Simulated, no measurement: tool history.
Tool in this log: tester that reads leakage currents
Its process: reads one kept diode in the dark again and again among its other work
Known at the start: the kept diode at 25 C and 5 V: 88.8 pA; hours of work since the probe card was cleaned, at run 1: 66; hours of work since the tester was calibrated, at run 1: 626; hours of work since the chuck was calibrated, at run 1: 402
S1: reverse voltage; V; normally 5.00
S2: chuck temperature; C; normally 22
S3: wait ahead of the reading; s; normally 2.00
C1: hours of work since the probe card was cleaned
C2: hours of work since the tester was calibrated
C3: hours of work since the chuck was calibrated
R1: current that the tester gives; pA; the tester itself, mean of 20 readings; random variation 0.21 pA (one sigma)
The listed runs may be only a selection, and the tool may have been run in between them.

{"run": 1, "hour": 0.0, "S1": 5.0, "S2": 22, "S3": 2.0, "C1": 66, "C2": 626, "C3": 402, "R1": 69.99}
{"run": 2, "hour": 111.6, "S1": 5.0, "S2": 22, "S3": 2.0, "C1": 126, "C2": 686, "C3": 462, "R1": 70.26}
{"run": 3, "hour": 234.1, "S1": 5.0, "S2": 22, "S3": 2.0, "C1": 192, "C2": 752, "C3": 528, "R1": 71.07}
{"run": 4, "hour": 374.1, "S1": 5.0, "S2": 20, "S3": 2.0, "C1": 267, "C2": 827, "C3": 603, "R1": 60.2}
{"run": 5, "hour": 443.7, "S1": 5.0, "S2": 20, "S3": 2.0, "C1": 304, "C2": 864, "C3": 640, "R1": 60.17}
{"run": 6, "hour": 533.7, "S1": 2.86, "S2": 20, "S3": 2.0, "C1": 353, "C2": 912, "C3": 688, "R1": 43.89}
{"run": 7, "hour": 682.6, "S1": 5.44, "S2": 20, "S3": 2.0, "C1": 433, "C2": 992, "C3": 768, "R1": 63.94}
{"run": 8, "hour": 791.3, "S1": 2.02, "S2": 20, "S3": 2.0, "C1": 491, "C2": 1051, "C3": 827, "R1": 36.37}
{"run": 9, "hour": 897.6, "S1": 2.02, "S2": 20, "S3": 2.0, "C1": 548, "C2": 1108, "C3": 884, "R1": 36.88}
{"hour": 910.0, "done": "chuck's temperature calibrated"}
{"run": 10, "hour": 1040.4, "S1": 2.02, "S2": 20, "S3": 2.0, "C1": 623, "C2": 1183, "C3": 70, "R1": 34.8}
{"run": 11, "hour": 1143.4, "S1": 2.02, "S2": 20, "S3": 2.0, "C1": 679, "C2": 1238, "C3": 125, "R1": 35.08}
{"run": 12, "hour": 1210.3, "S1": 2.02, "S2": 20, "S3": 2.0, "C1": 715, "C2": 1274, "C3": 161, "R1": 35.13}
{"run": 13, "hour": 1343.4, "S1": 2.02, "S2": 20, "S3": 2.0, "C1": 786, "C2": 1346, "C3": 233, "R1": 35.55}
{"run": 14, "hour": 1493.6, "S1": 2.02, "S2": 20, "S3": 2.0, "C1": 867, "C2": 1426, "C3": 313, "R1": 35.56}
{"run": 15, "hour": 1573.0, "S1": 5.0, "S2": 22, "S3": 2.83, "C1": 909, "C2": 1469, "C3": 356, "R1": 71.04}
{"run": 16, "hour": 1717.7, "S1": 5.0, "S2": 22, "S3": 2.0, "C1": 987, "C2": 1547, "C3": 433, "R1": 72.2}
{"run": 17, "hour": 1812.2, "S1": 5.0, "S2": 22, "S3": 2.0, "C1": 1038, "C2": 1597, "C3": 484, "R1": 72.25}
{"run": 18, "hour": 1894.7, "S1": 5.0, "S2": 22, "S3": 2.0, "C1": 1082, "C2": 1642, "C3": 528, "R1": 72.25}
{"run": 19, "hour": 1986.1, "S1": 9.76, "S2": 22, "S3": 2.0, "C1": 1131, "C2": 1691, "C3": 577, "R1": 107.34}
{"run": 20, "hour": 2058.7, "S1": 9.76, "S2": 22, "S3": 2.0, "C1": 1170, "C2": 1730, "C3": 616, "R1": 108.13}
{"run": 21, "hour": 2183.2, "S1": 10.27, "S2": 23, "S3": 3.19, "C1": 1237, "C2": 1796, "C3": 683, "R1": 120.98}
{"run": 22, "hour": 2263.5, "S1": 5.0, "S2": 22, "S3": 6.95, "C1": 1280, "C2": 1840, "C3": 726, "R1": 73.34}
{"run": 23, "hour": 2398.8, "S1": 1.13, "S2": 25, "S3": 2.0, "C1": 1352, "C2": 1912, "C3": 799, "R1": 40.8}
{"run": 24, "hour": 2552.7, "S1": 2.02, "S2": 43, "S3": 3.74, "C1": 1435, "C2": 1995, "C3": 881, "R1": 243.02}
{"hour": 2575.2, "done": "chuck's temperature calibrated"}
{"run": 25, "hour": 2699.6, "S1": 5.0, "S2": 32, "S3": 2.0, "C1": 1513, "C2": 2072, "C3": 67, "R1": 162.72}
{"run": 26, "hour": 2816.5, "S1": 16.68, "S2": 28, "S3": 0.57, "C1": 1575, "C2": 2135, "C3": 129, "R1": 243.41}
{"run": 27, "hour": 2911.1, "S1": 16.68, "S2": 37, "S3": 0.57, "C1": 1626, "C2": 2186, "C3": 180, "R1": 494.41}
{"run": 28, "hour": 3062.0, "S1": 4.46, "S2": 47, "S3": 5.31, "C1": 1707, "C2": 2267, "C3": 261, "R1": 494.59}
{"run": 29, "hour": 3202.1, "S1": 4.46, "S2": 47, "S3": 6.98, "C1": 1782, "C2": 2342, "C3": 336, "R1": 500.5}
{"run": 30, "hour": 3342.2, "S1": 18.97, "S2": 41, "S3": 2.0, "C1": 1858, "C2": 2417, "C3": 412, "R1": 729.91}
{"run": 31, "hour": 3406.8, "S1": 18.97, "S2": 38, "S3": 2.0, "C1": 1892, "C2": 2452, "C3": 446, "R1": 577.09}
{"run": 32, "hour": 3519.5, "S1": 7.93, "S2": 22, "S3": 2.0, "C1": 1953, "C2": 2512, "C3": 507, "R1": 96.77}
{"run": 33, "hour": 3644.1, "S1": 3.74, "S2": 22, "S3": 3.21, "C1": 2020, "C2": 2579, "C3": 574, "R1": 62.16}
{"run": 34, "hour": 3749.9, "S1": 6.32, "S2": 49, "S3": 0.99, "C1": 2076, "C2": 2636, "C3": 630, "R1": 716.75}
{"run": 35, "hour": 3891.0, "S1": 9.55, "S2": 54, "S3": 0.41, "C1": 2152, "C2": 2712, "C3": 706, "R1": 1315.6}
{"run": 36, "hour": 3998.8, "S1": 9.55, "S2": 54, "S3": 0.41, "C1": 2210, "C2": 2770, "C3": 764, "R1": 1316.88}
{"run": 37, "hour": 4153.3, "S1": 1.44, "S2": 54, "S3": 0.41, "C1": 2293, "C2": 2853, "C3": 847, "R1": 454.03}
{"hour": 4233.8, "done": "chuck's temperature calibrated"}
{"run": 38, "hour": 4242.1, "S1": 1.44, "S2": 54, "S3": 0.41, "C1": 2339, "C2": 2899, "C3": 4, "R1": 436.68}
{"run": 39, "hour": 4397.0, "S1": 1.44, "S2": 31, "S3": 0.41, "C1": 2423, "C2": 2982, "C3": 88, "R1": 75.51}
{"run": 40, "hour": 4540.9, "S1": 9.18, "S2": 22, "S3": 5.61, "C1": 2500, "C2": 3060, "C3": 165, "R1": 104.41}

For each entry between runs, how does the tool's hidden state at the last listed run before it compare with that at the first listed run after it?
From run 9 to run 10: chuck's temperature calibrated (hour 910.0)
  stray current of the dirty probe card, pA a volt: 0.188 -> 0.209; current scale over the true one, %: -0.29 -> -0.3; true chuck temperature over the reading, C: 0.54 -> -0.01
  measured value less the no-hidden-state value, R1: +1.94 -> +0.23 pA
From run 24 to run 25: chuck's temperature calibrated (hour 2575.2)
  stray current of the dirty probe card, pA a volt: 0.464 -> 0.488; current scale over the true one, %: -0.49 -> -0.51; true chuck temperature over the reading, C: 0.61 -> -0.02
  measured value less the no-hidden-state value, R1: +10.86 -> +1.28 pA
From run 37 to run 38: chuck's temperature calibrated (hour 4233.8)
  stray current of the dirty probe card, pA a volt: 0.732 -> 0.748; current scale over the true one, %: -0.69 -> -0.7; true chuck temperature over the reading, C: 0.59 -> 0.03
  measured value less the no-hidden-state value, R1: +16.80 -> -1.22 pA
